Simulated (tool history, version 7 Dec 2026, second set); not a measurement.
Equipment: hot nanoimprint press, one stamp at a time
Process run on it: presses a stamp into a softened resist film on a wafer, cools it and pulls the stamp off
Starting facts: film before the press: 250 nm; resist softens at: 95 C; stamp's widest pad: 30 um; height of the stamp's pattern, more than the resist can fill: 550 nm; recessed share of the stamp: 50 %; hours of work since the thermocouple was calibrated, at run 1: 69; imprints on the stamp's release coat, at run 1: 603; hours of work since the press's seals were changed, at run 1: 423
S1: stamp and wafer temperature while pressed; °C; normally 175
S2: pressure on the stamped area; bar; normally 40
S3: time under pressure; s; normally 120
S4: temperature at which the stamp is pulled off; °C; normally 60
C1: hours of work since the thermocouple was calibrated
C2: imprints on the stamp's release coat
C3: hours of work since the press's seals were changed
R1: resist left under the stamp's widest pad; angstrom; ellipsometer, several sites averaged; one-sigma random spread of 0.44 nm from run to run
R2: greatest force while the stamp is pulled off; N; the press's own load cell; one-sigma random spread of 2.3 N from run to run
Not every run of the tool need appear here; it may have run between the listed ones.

run	hour	S1	S2	S3	S4	C1	C2	C3	R1	R2
1	0	175	40	120	60	69	603	423	947	116
2	42.2	175	40	120	59	101	746	455	940	125
3	86.6	175	40	120	60	134	896	489	949	115
4	128.9	175	48.2	120	60	166	1039	521	877	126
5	169.7	175	48.2	120	60	197	1177	552	881	134
6	218.1	175	48.2	120	60	234	1341	589	869	134
7	249.7	175	48.2	120	60	258	1448	613	877	134
8	278.7	175	48.2	120	58	280	1546	635	881	142
9	315.3	175	48.2	120	58	308	1670	662	889	140
# hour 346.9: plate thermocouple calibrated
10	355.9	175	48.2	120	58	7	1797	691	865	147
11	389.7	175	26.1	72	51	32	1912	717	1362	163
12	439.1	175	26.1	72	51	70	2079	754	1376	172
13	477.3	175	26.1	72	58	99	2208	783	1375	155
14	508.7	175	40	120	52	123	2314	807	951	175
15	537.3	167	35.2	97	46	144	2411	829	1376	183
16	557.5	175	30.9	116	60	160	2480	844	1072	161
# hour 567: stamp cleaned and given a new release coat
17	601.1	175	33.2	120	60	188	116	872	1035	106
18	624.1	183	33.2	120	60	206	194	890	826	107

Consider 4 possible next runs. They are alternatives, not a sequence: every one starts from the tool as it was left by run 18. What does each give?
A	644.9	175	48.4	61	64	222	264	906	?	?
B	644.9	164	53.5	228	60	222	264	906	?	?
C	644.9	183	53.7	120	60	222	264	906	?	?
D	644.9	183	33.2	120	66	222	264	906	?	?

run	R1	R2
A	1158	100
B	916	107
C	658	109
D	822	98
With no hidden state in the tool, these same runs would have given:
run	R1	R2
A	1131	94
B	889	101
C	640	103
D	806	93
